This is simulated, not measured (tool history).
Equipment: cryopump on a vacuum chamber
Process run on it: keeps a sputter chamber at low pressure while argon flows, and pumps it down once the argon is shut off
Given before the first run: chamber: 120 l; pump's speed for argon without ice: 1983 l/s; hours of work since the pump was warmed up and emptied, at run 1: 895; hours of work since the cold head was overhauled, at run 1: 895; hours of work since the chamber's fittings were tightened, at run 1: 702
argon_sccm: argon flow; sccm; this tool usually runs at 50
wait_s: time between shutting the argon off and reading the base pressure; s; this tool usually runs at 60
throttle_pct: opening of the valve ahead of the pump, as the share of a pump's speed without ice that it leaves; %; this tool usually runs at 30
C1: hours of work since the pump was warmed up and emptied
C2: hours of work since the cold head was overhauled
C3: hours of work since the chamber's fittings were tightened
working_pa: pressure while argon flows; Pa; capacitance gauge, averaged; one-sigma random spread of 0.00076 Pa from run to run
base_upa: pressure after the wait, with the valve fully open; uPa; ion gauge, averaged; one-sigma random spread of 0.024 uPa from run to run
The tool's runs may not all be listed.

run 1 hour=0.0 | argon_sccm=50 wait_s=60 throttle_pct=30 | C1=895 C2=895 C3=702 | working_pa=0.1516 base_upa=1.33
run 2 hour=14.3 | argon_sccm=50 wait_s=60 throttle_pct=30 | C1=905 C2=905 C3=713 | working_pa=0.1521 base_upa=1.35
run 3 hour=46.0 | argon_sccm=50 wait_s=21 throttle_pct=30 | C1=928 C2=928 C3=736 | working_pa=0.1509 base_upa=2.83
run 4 hour=67.5 | argon_sccm=50 wait_s=60 throttle_pct=30 | C1=944 C2=944 C3=751 | working_pa=0.1523 base_upa=1.42
run 5 hour=87.3 | argon_sccm=50 wait_s=60 throttle_pct=30 | C1=958 C2=958 C3=766 | working_pa=0.1526 base_upa=1.40
run 6 hour=120.3 | argon_sccm=50 wait_s=60 throttle_pct=30 | C1=982 C2=982 C3=790 | working_pa=0.1525 base_upa=1.40
run 7 hour=148.2 | argon_sccm=50 wait_s=60 throttle_pct=21 | C1=1003 C2=1003 C3=810 | working_pa=0.2143 base_upa=1.48
run 8 hour=169.8 | argon_sccm=50 wait_s=36 throttle_pct=21 | C1=1018 C2=1018 C3=826 | working_pa=0.2157 base_upa=1.98
run 9 hour=187.8 | argon_sccm=50 wait_s=36 throttle_pct=18 | C1=1031 C2=1031 C3=839 | working_pa=0.2478 base_upa=1.98
run 10 hour=205.3 | argon_sccm=50 wait_s=36 throttle_pct=18 | C1=1044 C2=1044 C3=851 | working_pa=0.2473 base_upa=1.99
run 11 hour=230.2 | argon_sccm=50 wait_s=36 throttle_pct=18 | C1=1062 C2=1062 C3=870 | working_pa=0.2505 base_upa=1.98
run 12 hour=246.7 | argon_sccm=50 wait_s=60 throttle_pct=15 | C1=1074 C2=1074 C3=882 | working_pa=0.2982 base_upa=1.47
-- hour=266.8 pump warmed up, emptied and cooled again
run 13 hour=274.2 | argon_sccm=50 wait_s=60 throttle_pct=15 | C1=5 C2=1091 C3=898 | working_pa=0.2857 base_upa=1.34
run 14 hour=292.1 | argon_sccm=50 wait_s=60 throttle_pct=15 | C1=18 C2=1104 C3=911 | working_pa=0.2852 base_upa=1.35
run 15 hour=318.3 | argon_sccm=50 wait_s=60 throttle_pct=15 | C1=37 C2=1123 C3=930 | working_pa=0.2849 base_upa=1.34
run 16 hour=343.4 | argon_sccm=50 wait_s=66 throttle_pct=15 | C1=56 C2=1141 C3=948 | working_pa=0.2863 base_upa=1.31
run 17 hour=373.3 | argon_sccm=50 wait_s=66 throttle_pct=15 | C1=77 C2=1163 C3=970 | working_pa=0.2874 base_upa=1.31
run 18 hour=402.5 | argon_sccm=50 wait_s=66 throttle_pct=15 | C1=99 C2=1184 C3=991 | working_pa=0.2883 base_upa=1.29
run 19 hour=436.4 | argon_sccm=95 wait_s=60 throttle_pct=33 | C1=123 C2=1208 C3=1016 | working_pa=0.2469 base_upa=1.44
run 20 hour=463.3 | argon_sccm=95 wait_s=87 throttle_pct=27 | C1=143 C2=1228 C3=1035 | working_pa=0.3037 base_upa=1.14
run 21 hour=477.2 | argon_sccm=95 wait_s=87 throttle_pct=15 | C1=153 C2=1238 C3=1045 | working_pa=0.5423 base_upa=1.14
run 22 hour=509.6 | argon_sccm=91 wait_s=87 throttle_pct=26 | C1=176 C2=1262 C3=1069 | working_pa=0.2998 base_upa=1.27
run 23 hour=532.5 | argon_sccm=81 wait_s=62 throttle_pct=24 | C1=193 C2=1278 C3=1086 | working_pa=0.2930 base_upa=1.46
run 24 hour=557.0 | argon_sccm=81 wait_s=62 throttle_pct=21 | C1=211 C2=1296 C3=1103 | working_pa=0.3333 base_upa=1.37
run 25 hour=587.7 | argon_sccm=50 wait_s=60 throttle_pct=27 | C1=233 C2=1318 C3=1126 | working_pa=0.1609 base_upa=1.51
run 26 hour=618.7 | argon_sccm=50 wait_s=60 throttle_pct=27 | C1=256 C2=1341 C3=1148 | working_pa=0.1599 base_upa=1.49
run 27 hour=652.5 | argon_sccm=48 wait_s=32 throttle_pct=30 | C1=280 C2=1365 C3=1173 | working_pa=0.1390 base_upa=2.17
run 28 hour=683.5 | argon_sccm=48 wait_s=27 throttle_pct=44 | C1=303 C2=1388 C3=1195 | working_pa=0.0962 base_upa=2.49
run 29 hour=704.6 | argon_sccm=44 wait_s=27 throttle_pct=37 | C1=318 C2=1403 C3=1211 | working_pa=0.1049 base_upa=2.45
run 30 hour=735.7 | argon_sccm=44 wait_s=27 throttle_pct=37 | C1=341 C2=1426 C3=1233 | working_pa=0.1044 base_upa=2.48
run 31 hour=756.6 | argon_sccm=85 wait_s=60 throttle_pct=39 | C1=356 C2=1441 C3=1248 | working_pa=0.1911 base_upa=1.52
run 32 hour=778.2 | argon_sccm=66 wait_s=122 throttle_pct=54 | C1=372 C2=1457 C3=1264 | working_pa=0.1080 base_upa=1.20
run 33 hour=810.5 | argon_sccm=66 wait_s=187 throttle_pct=54 | C1=395 C2=1480 C3=1288 | working_pa=0.1087 base_upa=1.06
run 34 hour=834.2 | argon_sccm=66 wait_s=36 throttle_pct=25 | C1=412 C2=1497 C3=1305 | working_pa=0.2307 base_upa=2.13
run 35 hour=862.9 | argon_sccm=75 wait_s=23 throttle_pct=25 | C1=433 C2=1518 C3=1326 | working_pa=0.2626 base_upa=2.92

Had the tool no unlogged condition, and each run kept its random variation, what would the results have been?
The hidden state here: pump's speed, % of a pump's without ice; cold plate's temperature, K; leak into the chamber, uPa l/s; drift of the gauge itself on working_pa, %; drift of the gauge itself on base_upa, %.
run=1 working_pa=0.1417 base_upa=0.90
run=2 working_pa=0.1421 base_upa=0.90
run=3 working_pa=0.1406 base_upa=2.36
run=4 working_pa=0.1418 base_upa=0.94
run=5 working_pa=0.1419 base_upa=0.91
run=6 working_pa=0.1416 base_upa=0.90
run=7 working_pa=0.2030 base_upa=0.95
run=8 working_pa=0.2042 base_upa=1.44
run=9 working_pa=0.2362 base_upa=1.44
run=10 working_pa=0.2356 base_upa=1.44
run=11 working_pa=0.2384 base_upa=1.42
run=12 working_pa=0.2859 base_upa=0.90
run=13 working_pa=0.2850 base_upa=0.91
run=14 working_pa=0.2844 base_upa=0.91
run=15 working_pa=0.2840 base_upa=0.90
run=16 working_pa=0.2852 base_upa=0.85
run=17 working_pa=0.2861 base_upa=0.84
run=18 working_pa=0.2868 base_upa=0.81
run=19 working_pa=0.2438 base_upa=0.94
run=20 working_pa=0.3002 base_upa=0.64
run=21 working_pa=0.5386 base_upa=0.64
run=22 working_pa=0.2959 base_upa=0.72
run=23 working_pa=0.2892 base_upa=0.92
run=24 working_pa=0.3293 base_upa=0.84
run=25 working_pa=0.1582 base_upa=0.94
run=26 working_pa=0.1570 base_upa=0.92
run=27 working_pa=0.1360 base_upa=1.59
run=28 working_pa=0.0930 base_upa=1.88
run=29 working_pa=0.1018 base_upa=1.83
run=30 working_pa=0.1012 base_upa=1.85
run=31 working_pa=0.1847 base_upa=0.90
run=32 working_pa=0.1028 base_upa=0.55
run=33 working_pa=0.1032 base_upa=0.41
run=34 working_pa=0.2250 base_upa=1.45
run=35 working_pa=0.2557 base_upa=2.21
